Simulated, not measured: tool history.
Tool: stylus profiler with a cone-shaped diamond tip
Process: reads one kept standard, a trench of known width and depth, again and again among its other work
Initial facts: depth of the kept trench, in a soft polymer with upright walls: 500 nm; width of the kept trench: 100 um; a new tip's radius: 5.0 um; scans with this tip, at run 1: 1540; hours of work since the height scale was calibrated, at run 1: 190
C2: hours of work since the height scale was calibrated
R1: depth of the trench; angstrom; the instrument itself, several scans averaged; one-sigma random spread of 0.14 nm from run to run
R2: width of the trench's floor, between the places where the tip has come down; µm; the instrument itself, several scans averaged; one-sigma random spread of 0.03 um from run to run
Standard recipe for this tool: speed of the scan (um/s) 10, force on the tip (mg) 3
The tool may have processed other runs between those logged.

{"run": 1, "hour": 0.0, "speed of the scan (um/s)": 10, "force on the tip (mg)": 3, "scans with this tip": 1540, "C2": 190, "R1": 5060.8, "R2": 95.53}
{"run": 2, "hour": 16.1, "speed of the scan (um/s)": 10, "force on the tip (mg)": 3, "scans with this tip": 1630, "C2": 201, "R1": 5064.6, "R2": 95.5}
{"run": 3, "hour": 41.8, "speed of the scan (um/s)": 10, "force on the tip (mg)": 3, "scans with this tip": 1773, "C2": 219, "R1": 5064.4, "R2": 95.45}
{"run": 4, "hour": 62.5, "speed of the scan (um/s)": 13, "force on the tip (mg)": 3, "scans with this tip": 1888, "C2": 233, "R1": 5063.7, "R2": 95.47}
{"run": 5, "hour": 84.6, "speed of the scan (um/s)": 13, "force on the tip (mg)": 3, "scans with this tip": 2012, "C2": 248, "R1": 5063.4, "R2": 95.43}
{"run": 6, "hour": 100.0, "speed of the scan (um/s)": 13, "force on the tip (mg)": 3, "scans with this tip": 2097, "C2": 259, "R1": 5064.2, "R2": 95.46}
{"run": 7, "hour": 118.7, "speed of the scan (um/s)": 13, "force on the tip (mg)": 1.17, "scans with this tip": 2201, "C2": 272, "R1": 5035.4, "R2": 95.39}
{"run": 8, "hour": 147.0, "speed of the scan (um/s)": 10, "force on the tip (mg)": 2.7, "scans with this tip": 2359, "C2": 291, "R1": 5060, "R2": 95.43}
{"run": 9, "hour": 160.3, "speed of the scan (um/s)": 3, "force on the tip (mg)": 2.7, "scans with this tip": 2433, "C2": 300, "R1": 5058.9, "R2": 95.41}
{"run": 10, "hour": 181.8, "speed of the scan (um/s)": 37, "force on the tip (mg)": 3, "scans with this tip": 2553, "C2": 315, "R1": 5064.8, "R2": 95.23}
{"run": 11, "hour": 198.6, "speed of the scan (um/s)": 2, "force on the tip (mg)": 3, "scans with this tip": 2647, "C2": 327, "R1": 5065.7, "R2": 95.46}
{"run": 12, "hour": 225.9, "speed of the scan (um/s)": 2, "force on the tip (mg)": 3, "scans with this tip": 2799, "C2": 346, "R1": 5063.6, "R2": 95.42}
{"run": 13, "hour": 245.0, "speed of the scan (um/s)": 2, "force on the tip (mg)": 3, "scans with this tip": 2905, "C2": 359, "R1": 5065.7, "R2": 95.39}
{"run": 14, "hour": 265.1, "speed of the scan (um/s)": 2, "force on the tip (mg)": 3, "scans with this tip": 3017, "C2": 373, "R1": 5065.3, "R2": 95.38}
{"run": 15, "hour": 282.8, "speed of the scan (um/s)": 2, "force on the tip (mg)": 3, "scans with this tip": 3116, "C2": 385, "R1": 5064.9, "R2": 95.41}
{"run": 16, "hour": 303.4, "speed of the scan (um/s)": 2, "force on the tip (mg)": 3, "scans with this tip": 3230, "C2": 399, "R1": 5068.5, "R2": 95.36}
{"run": 17, "hour": 315.7, "speed of the scan (um/s)": 2, "force on the tip (mg)": 3, "scans with this tip": 3299, "C2": 407, "R1": 5065.3, "R2": 95.4}
{"run": 18, "hour": 328.0, "speed of the scan (um/s)": 2, "force on the tip (mg)": 3.43, "scans with this tip": 3367, "C2": 416, "R1": 5070.7, "R2": 95.36}
{"run": 19, "hour": 342.9, "speed of the scan (um/s)": 2, "force on the tip (mg)": 3.43, "scans with this tip": 3450, "C2": 426, "R1": 5073.8, "R2": 95.32}
{"run": 20, "hour": 362.5, "speed of the scan (um/s)": 2, "force on the tip (mg)": 3.43, "scans with this tip": 3559, "C2": 440, "R1": 5071.3, "R2": 95.35}
{"run": 21, "hour": 378.3, "speed of the scan (um/s)": 2, "force on the tip (mg)": 3.43, "scans with this tip": 3648, "C2": 451, "R1": 5070.5, "R2": 95.31}
{"run": 22, "hour": 402.5, "speed of the scan (um/s)": 30, "force on the tip (mg)": 3, "scans with this tip": 3783, "C2": 467, "R1": 5066.3, "R2": 95.19}
{"run": 23, "hour": 427.8, "speed of the scan (um/s)": 30, "force on the tip (mg)": 3, "scans with this tip": 3923, "C2": 485, "R1": 5067.4, "R2": 95.22}
{"run": 24, "hour": 451.8, "speed of the scan (um/s)": 30, "force on the tip (mg)": 3, "scans with this tip": 4057, "C2": 501, "R1": 5068.2, "R2": 95.19}
{"run": 25, "hour": 472.8, "speed of the scan (um/s)": 30, "force on the tip (mg)": 3, "scans with this tip": 4174, "C2": 516, "R1": 5068.1, "R2": 95.17}
{"run": 26, "hour": 492.5, "speed of the scan (um/s)": 30, "force on the tip (mg)": 3, "scans with this tip": 4284, "C2": 529, "R1": 5067.9, "R2": 95.19}
{"run": 27, "hour": 506.2, "speed of the scan (um/s)": 5, "force on the tip (mg)": 3, "scans with this tip": 4360, "C2": 539, "R1": 5068.3, "R2": 95.29}
{"hour": 509.2, "done": "height scale calibrated on a step standard"}
{"run": 28, "hour": 530.7, "speed of the scan (um/s)": 22, "force on the tip (mg)": 2.08, "scans with this tip": 4494, "C2": 15, "R1": 5059.2, "R2": 95.14}
{"run": 29, "hour": 557.0, "speed of the scan (um/s)": 10, "force on the tip (mg)": 4.99, "scans with this tip": 4641, "C2": 33, "R1": 5098, "R2": 95.22}
{"run": 30, "hour": 581.7, "speed of the scan (um/s)": 10, "force on the tip (mg)": 4.99, "scans with this tip": 4778, "C2": 50, "R1": 5097.6, "R2": 95.24}
{"run": 31, "hour": 603.9, "speed of the scan (um/s)": 7, "force on the tip (mg)": 1.35, "scans with this tip": 4902, "C2": 65, "R1": 5047.1, "R2": 95.17}
{"run": 32, "hour": 620.3, "speed of the scan (um/s)": 9, "force on the tip (mg)": 4.2, "scans with this tip": 4993, "C2": 76, "R1": 5088, "R2": 95.23}
{"hour": 632.8, "done": "height scale calibrated on a step standard, once more"}
{"run": 33, "hour": 634.2, "speed of the scan (um/s)": 11, "force on the tip (mg)": 2.12, "scans with this tip": 5067, "C2": 1, "R1": 5048.7, "R2": 95.14}
{"run": 34, "hour": 651.6, "speed of the scan (um/s)": 18, "force on the tip (mg)": 2.28, "scans with this tip": 5164, "C2": 13, "R1": 5050.4, "R2": 95.12}
{"run": 35, "hour": 679.1, "speed of the scan (um/s)": 5, "force on the tip (mg)": 3, "scans with this tip": 5318, "C2": 32, "R1": 5062, "R2": 95.12}
{"run": 36, "hour": 694.6, "speed of the scan (um/s)": 5, "force on the tip (mg)": 3, "scans with this tip": 5404, "C2": 43, "R1": 5062.5, "R2": 95.17}
{"run": 37, "hour": 717.2, "speed of the scan (um/s)": 5, "force on the tip (mg)": 3, "scans with this tip": 5530, "C2": 58, "R1": 5063, "R2": 95.09}
{"run": 38, "hour": 746.4, "speed of the scan (um/s)": 5, "force on the tip (mg)": 3, "scans with this tip": 5693, "C2": 78, "R1": 5063.8, "R2": 95.12}
{"run": 39, "hour": 772.3, "speed of the scan (um/s)": 12, "force on the tip (mg)": 1.04, "scans with this tip": 5837, "C2": 96, "R1": 5032.1, "R2": 95.06}
{"run": 40, "hour": 786.0, "speed of the scan (um/s)": 11, "force on the tip (mg)": 1.96, "scans with this tip": 5913, "C2": 105, "R1": 5047.7, "R2": 95.11}
{"run": 41, "hour": 812.2, "speed of the scan (um/s)": 7, "force on the tip (mg)": 5.5, "scans with this tip": 6060, "C2": 123, "R1": 5093.6, "R2": 95.13}
{"run": 42, "hour": 829.8, "speed of the scan (um/s)": 10, "force on the tip (mg)": 4.91, "scans with this tip": 6157, "C2": 136, "R1": 5089.7, "R2": 95.08}
{"run": 43, "hour": 842.7, "speed of the scan (um/s)": 2, "force on the tip (mg)": 4.46, "scans with this tip": 6229, "C2": 144, "R1": 5083.2, "R2": 95.1}
{"run": 44, "hour": 862.5, "speed of the scan (um/s)": 5, "force on the tip (mg)": 7.91, "scans with this tip": 6339, "C2": 158, "R1": 5122.1, "R2": 95.09}
{"run": 45, "hour": 882.8, "speed of the scan (um/s)": 12, "force on the tip (mg)": 3.17, "scans with this tip": 6453, "C2": 172, "R1": 5069.3, "R2": 95.07}
{"run": 46, "hour": 902.9, "speed of the scan (um/s)": 40, "force on the tip (mg)": 1.92, "scans with this tip": 6565, "C2": 186, "R1": 5048.1, "R2": 94.86}
{"run": 47, "hour": 916.1, "speed of the scan (um/s)": 40, "force on the tip (mg)": 1.92, "scans with this tip": 6638, "C2": 195, "R1": 5049.7, "R2": 94.86}

Below, each run's measurement less what the same run would have read without the hidden state. Both values contain the same run-to-run variation, but the gauge's scatter may not be the same in both:
Hidden state at play: radius of the tip, um; height scale over the true one, %; drift of the gauge itself on depth_nm, %; drift of the gauge itself on floor_um, %.
run=1 R1=+0.5 R2=-0.09
run=2 R1=+0.7 R2=-0.11
run=3 R1=+0.9 R2=-0.11
run=4 R1=+1.3 R2=-0.12
run=5 R1=+1.5 R2=-0.14
run=6 R1=+1.7 R2=-0.15
run=7 R1=+1.9 R2=-0.16
run=8 R1=+2.2 R2=-0.17
run=9 R1=+2.3 R2=-0.18
run=10 R1=+2.6 R2=-0.2
run=11 R1=+2.8 R2=-0.2
run=12 R1=+3.2 R2=-0.22
run=13 R1=+3.4 R2=-0.23
run=14 R1=+3.5 R2=-0.24
run=15 R1=+3.8 R2=-0.25
run=16 R1=+4 R2=-0.26
run=17 R1=+4.1 R2=-0.27
run=18 R1=+4.2 R2=-0.28
run=19 R1=+4.5 R2=-0.28
run=20 R1=+4.7 R2=-0.29
run=21 R1=+4.9 R2=-0.3
run=22 R1=+5.2 R2=-0.31
run=23 R1=+5.5 R2=-0.33
run=24 R1=+5.8 R2=-0.34
run=25 R1=+6 R2=-0.34
run=26 R1=+6.3 R2=-0.36
run=27 R1=+6.3 R2=-0.36
run=28 R1=+11.1 R2=-0.38
run=29 R1=+11.4 R2=-0.39
run=30 R1=+11.7 R2=-0.41
run=31 R1=+11.9 R2=-0.42
run=32 R1=+12.1 R2=-0.42
run=33 R1=+0.3 R2=-0.43
run=34 R1=+0.5 R2=-0.44
run=35 R1=+0.9 R2=-0.46
run=36 R1=+1 R2=-0.46
run=37 R1=+1.3 R2=-0.48
run=38 R1=+1.7 R2=-0.49
run=39 R1=+2 R2=-0.5
run=40 R1=+2.2 R2=-0.51
run=41 R1=+2.5 R2=-0.52
run=42 R1=+2.7 R2=-0.53
run=43 R1=+2.8 R2=-0.54
run=44 R1=+3.1 R2=-0.55
run=45 R1=+3.3 R2=-0.56
run=46 R1=+3.6 R2=-0.57
run=47 R1=+3.7 R2=-0.58

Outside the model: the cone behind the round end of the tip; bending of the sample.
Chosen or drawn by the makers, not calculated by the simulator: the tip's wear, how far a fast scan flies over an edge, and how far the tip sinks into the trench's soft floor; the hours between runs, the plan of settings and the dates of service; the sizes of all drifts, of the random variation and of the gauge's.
